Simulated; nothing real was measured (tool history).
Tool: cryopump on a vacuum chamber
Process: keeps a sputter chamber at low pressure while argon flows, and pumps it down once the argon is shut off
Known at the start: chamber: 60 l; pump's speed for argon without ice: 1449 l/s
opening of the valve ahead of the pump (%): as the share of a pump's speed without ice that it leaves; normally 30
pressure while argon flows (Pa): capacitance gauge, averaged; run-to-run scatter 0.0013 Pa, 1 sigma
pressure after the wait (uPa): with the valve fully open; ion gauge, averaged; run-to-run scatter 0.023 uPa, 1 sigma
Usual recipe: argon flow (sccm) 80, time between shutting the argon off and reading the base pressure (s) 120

run     day  argon flow (sccm)  time between shutting the argon off and reading the base pressure (s)  opening of the valve ahead of the pump (%)  pressure while argon flows (Pa)  pressure after the wait (uPa)
  1   0.000                 80                                                                    120                                          30                           0.3350                           1.21
  2   0.717                 80                                                                    120                                          30                           0.3358                           1.17
  3   1.754                 80                                                                    120                                          30                           0.3338                           1.21
  4   2.962                 80                                                                    120                                          30                           0.3371                           1.20
  5   4.512                 80                                                                    120                                          30                           0.3389                           1.24
  6   5.633                 80                                                                    120                                          30                           0.3418                           1.26
  7   6.638                 80                                                                    120                                          30                           0.3431                           1.27
  8   7.929                 80                                                                    120                                          30                           0.3433                           1.21
  9   9.471                 80                                                                    120                                          30                           0.3452                           1.31
 10  10.467                 80                                                                    120                                          30                           0.3480                           1.32
 11  11.758                 80                                                                    120                                          30                           0.3491                           1.31
     12.650  -- pump warmed up, emptied and cooled again
 12  13.479                 80                                                                    120                                          30                           0.3117                           1.10
 13  14.454                 80                                                                    120                                          30                           0.3129                           1.11
 14  15.950                 80                                                                    120                                          30                           0.3147                           1.13
 15  17.083                 80                                                                    120                                          30                           0.3172                           1.13
 16  18.646                 80                                                                     58                                          30                           0.3159                           1.80
 17  20.112                 62                                                                     75                                          36                           0.2066                           1.51
 18  21.379                 62                                                                     75                                          36                           0.2073                           1.59
 19  22.625                 62                                                                     75                                          36                           0.2092                           1.56
 20  23.862                 80                                                                     25                                          28                           0.3431                           3.43
 21  25.225                 80                                                                     25                                          28                           0.3454                           3.40
 22  26.692                 47                                                                    139                                          28                           0.2041                           1.16
 23  27.433                 47                                                                    110                                          28                           0.2035                           1.36
 24  28.792                125                                                                    259                                          23                           0.6552                           1.01
 25  30.054                 80                                                                     84                                          48                           0.2106                           1.53
 26  30.804                 94                                                                     24                                          24                           0.4746                           3.60
 27  31.896                 80                                                                     62                                          32                           0.3094                           1.86
 28  33.271                 80                                                                     62                                          32                           0.3102                           1.90
 29  34.717                 80                                                                     62                                          39                           0.2599                           1.89
 30  35.821                 80                                                                     62                                          39                           0.2602                           1.91
 31  36.858                131                                                                     32                                          30                           0.5486                           2.95

Predict each of these 3 candidate next runs independently; none follows another, all start after run 31:
     37.362  -- leaking fittings of the chamber tightened, without venting
  A  37.958                 54                                                                     88                                          19                                ?                              ?
     37.362  -- leaking fittings of the chamber tightened, without venting
  B  37.958                131                                                                     32                                          58                                ?                              ?
     37.362  -- leaking fittings of the chamber tightened, without venting
  C  37.958                 80                                                                     29                                          30                                ?                              ?

run  pressure while argon flows (Pa)  pressure after the wait (uPa)
  A                           0.3460                           1.09
  B                           0.3013                           2.45
  C                           0.3346                           2.69
With no hidden state in the tool, these same runs would have given:
run  pressure while argon flows (Pa)  pressure after the wait (uPa)
  A                           0.3301                           1.00
  B                           0.2626                           2.36
  C                           0.3110                           2.60
